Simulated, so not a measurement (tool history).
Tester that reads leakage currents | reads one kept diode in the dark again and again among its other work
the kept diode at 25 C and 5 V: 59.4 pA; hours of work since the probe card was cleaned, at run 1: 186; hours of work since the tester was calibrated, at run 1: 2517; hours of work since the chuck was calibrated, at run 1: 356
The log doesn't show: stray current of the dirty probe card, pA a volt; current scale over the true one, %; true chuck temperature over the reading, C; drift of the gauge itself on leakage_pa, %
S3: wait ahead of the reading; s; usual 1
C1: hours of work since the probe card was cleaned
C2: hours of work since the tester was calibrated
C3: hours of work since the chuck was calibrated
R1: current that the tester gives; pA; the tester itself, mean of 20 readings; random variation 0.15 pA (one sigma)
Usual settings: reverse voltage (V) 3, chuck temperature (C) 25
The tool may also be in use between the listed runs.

{"run": 1, "hour": 0.0, "reverse voltage (V)": 3, "chuck temperature (C)": 25, "S3": 1, "C1": 186, "C2": 2517, "C3": 356, "R1": 49.18}
{"run": 2, "hour": 132.1, "reverse voltage (V)": 3, "chuck temperature (C)": 25, "S3": 1, "C1": 279, "C2": 2611, "C3": 450, "R1": 49.78}
{"run": 3, "hour": 223.8, "reverse voltage (V)": 3, "chuck temperature (C)": 25, "S3": 1, "C1": 345, "C2": 2676, "C3": 515, "R1": 49.81}
{"run": 4, "hour": 339.4, "reverse voltage (V)": 6.52, "chuck temperature (C)": 25, "S3": 1, "C1": 427, "C2": 2758, "C3": 597, "R1": 70.87}
{"run": 5, "hour": 433.2, "reverse voltage (V)": 6.52, "chuck temperature (C)": 25, "S3": 1, "C1": 493, "C2": 2825, "C3": 664, "R1": 71.84}
{"run": 6, "hour": 526.7, "reverse voltage (V)": 3, "chuck temperature (C)": 30, "S3": 4.07, "C1": 560, "C2": 2891, "C3": 730, "R1": 73.51}
{"run": 7, "hour": 626.9, "reverse voltage (V)": 1.22, "chuck temperature (C)": 30, "S3": 2.91, "C1": 631, "C2": 2963, "C3": 801, "R1": 49.74}
{"run": 8, "hour": 734.5, "reverse voltage (V)": 11.63, "chuck temperature (C)": 47, "S3": 2.91, "C1": 708, "C2": 3039, "C3": 878, "R1": 441.49}
{"run": 9, "hour": 814.8, "reverse voltage (V)": 4.7, "chuck temperature (C)": 47, "S3": 2.91, "C1": 765, "C2": 3096, "C3": 935, "R1": 297.19}
{"run": 10, "hour": 932.1, "reverse voltage (V)": 4.7, "chuck temperature (C)": 47, "S3": 2.91, "C1": 848, "C2": 3180, "C3": 1018, "R1": 297.67}

5 ways to go on from here, each from the tool as it stands after run 10. What would each give?
{"run": "A", "hour": 1062.7, "reverse voltage (V)": 6.9, "chuck temperature (C)": 49, "S3": 8.83, "C1": 941, "C2": 3272, "C3": 1111, "R1": "?"}
{"run": "B", "hour": 1062.7, "reverse voltage (V)": 2.1, "chuck temperature (C)": 34, "S3": 1, "C1": 941, "C2": 3272, "C3": 1111, "R1": "?"}
{"run": "C", "hour": 1062.7, "reverse voltage (V)": 1.88, "chuck temperature (C)": 25, "S3": 1, "C1": 941, "C2": 3272, "C3": 1111, "R1": "?"}
{"run": "D", "hour": 1062.7, "reverse voltage (V)": 3, "chuck temperature (C)": 46, "S3": 1.65, "C1": 941, "C2": 3272, "C3": 1111, "R1": "?"}
{"run": "E", "hour": 1062.7, "reverse voltage (V)": 4.79, "chuck temperature (C)": 50, "S3": 3.09, "C1": 941, "C2": 3272, "C3": 1111, "R1": "?"}

run=A R1=405.04
run=B R1=86.01
run=C R1=42.39
run=D R1=231.78
run=E R1=367.09
Without the tool's hidden state the same runs would have given:
run=A R1=380.21
run=B R1=80.03
run=C R1=38.97
run=D R1=217.7
run=E R1=345.3

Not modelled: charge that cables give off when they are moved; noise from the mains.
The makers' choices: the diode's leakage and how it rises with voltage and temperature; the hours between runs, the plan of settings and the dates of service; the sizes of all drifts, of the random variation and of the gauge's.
